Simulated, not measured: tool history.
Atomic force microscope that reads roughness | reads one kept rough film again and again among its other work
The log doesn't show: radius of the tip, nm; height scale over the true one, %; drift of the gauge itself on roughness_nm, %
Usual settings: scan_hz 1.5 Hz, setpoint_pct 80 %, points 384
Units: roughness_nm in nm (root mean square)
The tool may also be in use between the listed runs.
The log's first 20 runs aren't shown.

run	hour	scan_hz	setpoint_pct	points	pictures with this tip	hours of work since the height scale was calibrated	roughness_nm
21	183.5	2.08	56	936	115	183	1.82
22	196	3.1	67	936	133	191	1.645
23	204.2	3.1	62	656	145	197	1.698
24	214.7	1.5	62	376	160	204	1.777
25	221.1	1.41	83	856	170	208	1.634
# hour 222.8: height scale calibrated on a step standard
26	227.6	2.32	80	345	178	3	1.532
27	233	1.47	80	495	186	7	1.637
28	243.9	2.02	62	705	201	14	1.74

Forecast run 29:
29	250.8	2.02	62	705	211	19	?

Run 29 gave roughness_nm 1.742 nm (root mean square).
Without the tool's hidden state the same run would have given roughness_nm 1.813 nm (root mean square).
